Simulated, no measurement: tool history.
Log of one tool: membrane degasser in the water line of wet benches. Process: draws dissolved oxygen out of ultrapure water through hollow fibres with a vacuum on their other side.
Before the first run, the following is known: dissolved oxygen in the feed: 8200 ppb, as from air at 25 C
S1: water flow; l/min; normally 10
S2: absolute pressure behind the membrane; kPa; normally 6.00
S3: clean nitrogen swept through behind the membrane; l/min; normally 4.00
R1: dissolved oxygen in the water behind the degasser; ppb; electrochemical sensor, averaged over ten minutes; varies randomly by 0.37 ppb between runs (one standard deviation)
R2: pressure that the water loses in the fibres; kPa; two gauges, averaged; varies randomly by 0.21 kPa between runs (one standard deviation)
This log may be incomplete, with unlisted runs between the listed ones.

run    hour  S1     S2    S3     R1     R2
  1     0.0  10   6.00  4.00   23.1  48.33
  2    63.2  10   6.00  4.00   23.3  48.09
  3    94.7  10   6.00  4.00   24.1  48.26
  4   121.4  15   6.00  4.00   57.2  71.83
  5   178.9  15   6.00  4.00   59.0  72.33
  6   230.9  15   6.00  4.00   59.3  72.05
  7   273.6  10   6.00  4.00   23.6  48.49
  8   319.3  10   6.00  4.00   24.1  48.46
  9   362.2  10   6.00  4.00   23.8  48.31
 10   401.1  10   6.00  4.08   23.6  48.62
      405.5  -- vacuum gauge calibrated
 11   439.1  10   6.00  4.08   23.3  47.99
 12   472.1  10   6.00  4.08   24.1  48.63
 13   507.3  10   3.69  4.08    9.7  48.64
 14   554.2  10   3.69  4.08    9.2  48.30
      599.7  -- vacuum gauge calibrated, once more
 15   600.4  10   3.69  4.08    7.6  48.35
 16   657.7   8   3.69  4.08    3.7  38.81
 17   715.8   6   9.27  5.75   16.7  29.27
 18   743.4  14   4.14  2.97   36.2  68.07
 19   782.1  10  14.10  4.00   75.1  48.61
 20   808.2  11   7.20  9.65   19.9  53.60
 21   859.1   8   4.72  7.54    5.9  39.02
 22   884.9   8   4.72  7.54    5.5  39.04
 23   941.1   8   4.72  7.54    5.5  38.98
 24   973.4   9   4.72  2.63   16.6  44.09
 25  1024.6   6   4.40  1.92    9.7  29.14
 26  1064.0   6   4.40  1.92   10.2  29.58
 27  1105.8   6   7.51  4.00   17.1  29.18
 28  1166.0   6   7.51  4.00   17.7  29.11
 29  1195.0   6   5.39  4.19    8.6  29.18
 30  1249.7   6   5.39  4.19    9.2  29.46
 31  1288.3   8  14.41  2.07  110.3  39.06
 32  1316.3   8  14.41  2.07  110.6  39.30

What if the next run were any one of these 3? Each begins from the tool's condition after run 32:
  A  1363.5   7  14.41  2.30   ?   ?
  B  1363.5   9   9.91  2.07   ?   ?
  C  1363.5  13   6.00  4.00   ?   ?

run    R1     R2
  A  89.8  34.02
  B  77.3  44.03
  C  42.5  63.50
Had the tool no hidden state, the same runs would have come out as:
run    R1     R2
  A  85.1  32.66
  B  73.2  42.28
  C  37.2  60.97

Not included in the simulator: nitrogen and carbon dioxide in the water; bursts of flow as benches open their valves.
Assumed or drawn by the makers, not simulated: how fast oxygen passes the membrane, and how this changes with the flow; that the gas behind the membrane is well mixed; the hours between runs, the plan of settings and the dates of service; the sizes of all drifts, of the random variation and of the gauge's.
